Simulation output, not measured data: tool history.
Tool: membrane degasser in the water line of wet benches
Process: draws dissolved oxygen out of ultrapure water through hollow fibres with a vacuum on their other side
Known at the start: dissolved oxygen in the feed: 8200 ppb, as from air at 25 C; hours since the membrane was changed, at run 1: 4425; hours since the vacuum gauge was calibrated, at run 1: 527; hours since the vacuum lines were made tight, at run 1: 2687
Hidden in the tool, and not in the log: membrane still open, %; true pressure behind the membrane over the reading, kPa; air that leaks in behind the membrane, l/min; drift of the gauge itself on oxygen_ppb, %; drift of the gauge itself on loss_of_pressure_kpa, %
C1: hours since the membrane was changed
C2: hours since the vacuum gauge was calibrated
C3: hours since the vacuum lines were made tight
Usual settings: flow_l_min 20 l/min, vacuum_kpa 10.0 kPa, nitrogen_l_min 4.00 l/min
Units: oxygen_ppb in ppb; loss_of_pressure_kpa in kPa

{"run": 1, "hour": 0.0, "flow_l_min": 20, "vacuum_kpa": 10.0, "nitrogen_l_min": 4.0, "C1": 4425, "C2": 527, "C3": 2687, "oxygen_ppb": 101.5, "loss_of_pressure_kpa": 33.62}
{"run": 2, "hour": 90.4, "flow_l_min": 20, "vacuum_kpa": 10.0, "nitrogen_l_min": 4.0, "C1": 4515, "C2": 617, "C3": 2777, "oxygen_ppb": 103.6, "loss_of_pressure_kpa": 33.61}
{"run": 3, "hour": 239.1, "flow_l_min": 20, "vacuum_kpa": 10.0, "nitrogen_l_min": 4.0, "C1": 4664, "C2": 766, "C3": 2926, "oxygen_ppb": 101.4, "loss_of_pressure_kpa": 32.98}
{"run": 4, "hour": 362.2, "flow_l_min": 20, "vacuum_kpa": 10.0, "nitrogen_l_min": 4.0, "C1": 4787, "C2": 889, "C3": 3049, "oxygen_ppb": 105.1, "loss_of_pressure_kpa": 33.42}
{"run": 5, "hour": 472.6, "flow_l_min": 20, "vacuum_kpa": 10.0, "nitrogen_l_min": 4.0, "C1": 4897, "C2": 999, "C3": 3160, "oxygen_ppb": 103.3, "loss_of_pressure_kpa": 33.54}
{"run": 6, "hour": 620.2, "flow_l_min": 20, "vacuum_kpa": 10.0, "nitrogen_l_min": 3.68, "C1": 5045, "C2": 1147, "C3": 3307, "oxygen_ppb": 109.3, "loss_of_pressure_kpa": 33.62}
{"run": 7, "hour": 689.2, "flow_l_min": 20, "vacuum_kpa": 10.0, "nitrogen_l_min": 3.68, "C1": 5114, "C2": 1216, "C3": 3376, "oxygen_ppb": 111.2, "loss_of_pressure_kpa": 33.8}
{"hour": 744.8, "done": "seals of the vacuum lines changed"}
{"run": 8, "hour": 764.0, "flow_l_min": 20, "vacuum_kpa": 10.0, "nitrogen_l_min": 3.68, "C1": 5187, "C2": 1289, "C3": 19, "oxygen_ppb": 108.0, "loss_of_pressure_kpa": 33.87}
{"run": 9, "hour": 859.4, "flow_l_min": 20, "vacuum_kpa": 16.1, "nitrogen_l_min": 3.68, "C1": 5282, "C2": 1384, "C3": 115, "oxygen_ppb": 187.1, "loss_of_pressure_kpa": 33.67}
{"run": 10, "hour": 961.0, "flow_l_min": 20, "vacuum_kpa": 10.0, "nitrogen_l_min": 4.19, "C1": 5384, "C2": 1486, "C3": 216, "oxygen_ppb": 98.6, "loss_of_pressure_kpa": 34.03}
{"run": 11, "hour": 1033.5, "flow_l_min": 20, "vacuum_kpa": 9.9, "nitrogen_l_min": 4.19, "C1": 5456, "C2": 1558, "C3": 289, "oxygen_ppb": 97.9, "loss_of_pressure_kpa": 33.84}
{"run": 12, "hour": 1134.6, "flow_l_min": 20, "vacuum_kpa": 9.9, "nitrogen_l_min": 4.19, "C1": 5557, "C2": 1659, "C3": 390, "oxygen_ppb": 97.2, "loss_of_pressure_kpa": 33.82}
{"run": 13, "hour": 1224.6, "flow_l_min": 20, "vacuum_kpa": 9.9, "nitrogen_l_min": 4.19, "C1": 5647, "C2": 1749, "C3": 480, "oxygen_ppb": 99.7, "loss_of_pressure_kpa": 34.06}
{"run": 14, "hour": 1323.6, "flow_l_min": 20, "vacuum_kpa": 10.0, "nitrogen_l_min": 2.01, "C1": 5746, "C2": 1848, "C3": 579, "oxygen_ppb": 178.8, "loss_of_pressure_kpa": 33.82}
{"run": 15, "hour": 1435.1, "flow_l_min": 17, "vacuum_kpa": 17.0, "nitrogen_l_min": 10.42, "C1": 5858, "C2": 1960, "C3": 690, "oxygen_ppb": 65.8, "loss_of_pressure_kpa": 28.54}
{"run": 16, "hour": 1522.4, "flow_l_min": 23, "vacuum_kpa": 6.8, "nitrogen_l_min": 5.51, "C1": 5945, "C2": 2047, "C3": 778, "oxygen_ppb": 76.6, "loss_of_pressure_kpa": 39.25}
{"run": 17, "hour": 1667.9, "flow_l_min": 23, "vacuum_kpa": 6.8, "nitrogen_l_min": 5.51, "C1": 6090, "C2": 2193, "C3": 923, "oxygen_ppb": 77.2, "loss_of_pressure_kpa": 39.05}
{"hour": 1676.7, "done": "vacuum gauge calibrated"}
{"run": 18, "hour": 1779.3, "flow_l_min": 25, "vacuum_kpa": 10.1, "nitrogen_l_min": 9.76, "C1": 6201, "C2": 103, "C3": 1034, "oxygen_ppb": 100.1, "loss_of_pressure_kpa": 42.49}
{"run": 19, "hour": 1885.7, "flow_l_min": 25, "vacuum_kpa": 10.9, "nitrogen_l_min": 4.49, "C1": 6308, "C2": 209, "C3": 1140, "oxygen_ppb": 162.6, "loss_of_pressure_kpa": 42.88}
{"run": 20, "hour": 2013.2, "flow_l_min": 25, "vacuum_kpa": 10.9, "nitrogen_l_min": 4.49, "C1": 6435, "C2": 337, "C3": 1268, "oxygen_ppb": 160.1, "loss_of_pressure_kpa": 42.75}
{"run": 21, "hour": 2148.8, "flow_l_min": 15, "vacuum_kpa": 13.2, "nitrogen_l_min": 4.49, "C1": 6571, "C2": 472, "C3": 1403, "oxygen_ppb": 89.2, "loss_of_pressure_kpa": 25.65}
{"run": 22, "hour": 2280.9, "flow_l_min": 15, "vacuum_kpa": 12.1, "nitrogen_l_min": 4.49, "C1": 6703, "C2": 604, "C3": 1536, "oxygen_ppb": 80.0, "loss_of_pressure_kpa": 25.72}
{"run": 23, "hour": 2433.6, "flow_l_min": 15, "vacuum_kpa": 12.1, "nitrogen_l_min": 4.49, "C1": 6856, "C2": 757, "C3": 1688, "oxygen_ppb": 79.9, "loss_of_pressure_kpa": 26.06}
{"run": 24, "hour": 2518.1, "flow_l_min": 15, "vacuum_kpa": 12.1, "nitrogen_l_min": 4.49, "C1": 6940, "C2": 841, "C3": 1773, "oxygen_ppb": 79.6, "loss_of_pressure_kpa": 25.87}
{"hour": 2577.4, "done": "vacuum gauge calibrated, once more"}
{"run": 25, "hour": 2625.5, "flow_l_min": 20, "vacuum_kpa": 23.9, "nitrogen_l_min": 11.35, "C1": 7047, "C2": 48, "C3": 1880, "oxygen_ppb": 114.6, "loss_of_pressure_kpa": 34.81}
{"run": 26, "hour": 2731.8, "flow_l_min": 28, "vacuum_kpa": 6.1, "nitrogen_l_min": 4.0, "C1": 7153, "C2": 154, "C3": 1986, "oxygen_ppb": 142.6, "loss_of_pressure_kpa": 48.46}
{"run": 27, "hour": 2826.8, "flow_l_min": 26, "vacuum_kpa": 23.9, "nitrogen_l_min": 4.0, "C1": 7248, "C2": 249, "C3": 2081, "oxygen_ppb": 388.6, "loss_of_pressure_kpa": 45.24}
{"run": 28, "hour": 2977.9, "flow_l_min": 26, "vacuum_kpa": 23.9, "nitrogen_l_min": 4.0, "C1": 7399, "C2": 400, "C3": 2232, "oxygen_ppb": 384.6, "loss_of_pressure_kpa": 45.31}

5 ways to go on from here, each from the tool as it stands after run 28. What would each give?
{"run": "A", "hour": 3050.2, "flow_l_min": 30, "vacuum_kpa": 12.7, "nitrogen_l_min": 7.98, "C1": 7472, "C2": 473, "C3": 2304, "oxygen_ppb": "?", "loss_of_pressure_kpa": "?"}
{"run": "B", "hour": 3050.2, "flow_l_min": 24, "vacuum_kpa": 7.9, "nitrogen_l_min": 2.95, "C1": 7472, "C2": 473, "C3": 2304, "oxygen_ppb": "?", "loss_of_pressure_kpa": "?"}
{"run": "C", "hour": 3050.2, "flow_l_min": 13, "vacuum_kpa": 23.9, "nitrogen_l_min": 4.0, "C1": 7472, "C2": 473, "C3": 2304, "oxygen_ppb": "?", "loss_of_pressure_kpa": "?"}
{"run": "D", "hour": 3050.2, "flow_l_min": 15, "vacuum_kpa": 7.1, "nitrogen_l_min": 4.0, "C1": 7472, "C2": 473, "C3": 2304, "oxygen_ppb": "?", "loss_of_pressure_kpa": "?"}
{"run": "E", "hour": 3050.2, "flow_l_min": 16, "vacuum_kpa": 23.9, "nitrogen_l_min": 4.0, "C1": 7472, "C2": 473, "C3": 2304, "oxygen_ppb": "?", "loss_of_pressure_kpa": "?"}

run=A oxygen_ppb=205.9 loss_of_pressure_kpa=52.43
run=B oxygen_ppb=144.4 loss_of_pressure_kpa=41.48
run=C oxygen_ppb=172.3 loss_of_pressure_kpa=22.62
run=D oxygen_ppb=41.3 loss_of_pressure_kpa=25.99
run=E oxygen_ppb=209.8 loss_of_pressure_kpa=27.82
Without the tool's hidden state the same runs would have given:
run=A oxygen_ppb=162.1 loss_of_pressure_kpa=47.43
run=B oxygen_ppb=121.8 loss_of_pressure_kpa=37.49
run=C oxygen_ppb=165.4 loss_of_pressure_kpa=20.45
run=D oxygen_ppb=37.6 loss_of_pressure_kpa=23.49
run=E oxygen_ppb=200.7 loss_of_pressure_kpa=25.16
